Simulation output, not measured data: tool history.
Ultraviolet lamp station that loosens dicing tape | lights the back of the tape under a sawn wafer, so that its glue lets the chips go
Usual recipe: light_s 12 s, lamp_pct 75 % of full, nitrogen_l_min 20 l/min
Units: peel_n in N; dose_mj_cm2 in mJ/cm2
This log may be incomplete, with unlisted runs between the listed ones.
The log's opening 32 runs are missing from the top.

| run | day | light_s | lamp_pct | nitrogen_l_min | peel_n | dose_mj_cm2 |
|---|---|---|---|---|---|---|
| 33 | 14.033 | 19 | 75 | 20 | 0.261 | 287 |
| 34 | 14.358 | 15 | 70 | 31 | 0.296 | 211 |
| 35 | 14.796 | 15 | 83 | 13 | 0.389 | 250 |
| 36 | 15.146 | 12 | 75 | 9 | 0.943 | 180 |
| 37 | 15.754 | 22 | 72 | 6 | 0.453 | 320 |
| 38 | 16.288 | 9 | 72 | 30 | 0.716 | 125 |
| 39 | 16.792 | 16 | 91 | 31 | 0.233 | 282 |
| 40 | 17.167 | 16 | 91 | 31 | 0.251 | 286 |
| 41 | 17.529 | 16 | 89 | 31 | 0.245 | 276 |
| 42 | 18.125 | 16 | 89 | 31 | 0.239 | 277 |
| 43 | 18.575 | 16 | 89 | 31 | 0.243 | 278 |
| 44 | 19.096 | 11 | 75 | 21 | 0.603 | 161 |
| 45 | 19.729 | 11 | 75 | 21 | 0.615 | 157 |

Each row is a separate what-if for the run after 45, all from the same tool condition, not one after another. Results?
| A | 20.229 | 10 | 77 | 21 | ? | ? |
| B | 20.229 | 21 | 75 | 8 | ? | ? |
| C | 20.229 | 12 | 75 | 40 | ? | ? |

| run | peel_n | dose_mj_cm2 |
|---|---|---|
| A | 0.688 | 145 |
| B | 0.388 | 301 |
| C | 0.354 | 172 |
Without the tool's hidden state the same runs would have given:
| run | peel_n | dose_mj_cm2 |
|---|---|---|
| A | 0.455 | 182 |
| B | 0.284 | 375 |
| C | 0.274 | 215 |

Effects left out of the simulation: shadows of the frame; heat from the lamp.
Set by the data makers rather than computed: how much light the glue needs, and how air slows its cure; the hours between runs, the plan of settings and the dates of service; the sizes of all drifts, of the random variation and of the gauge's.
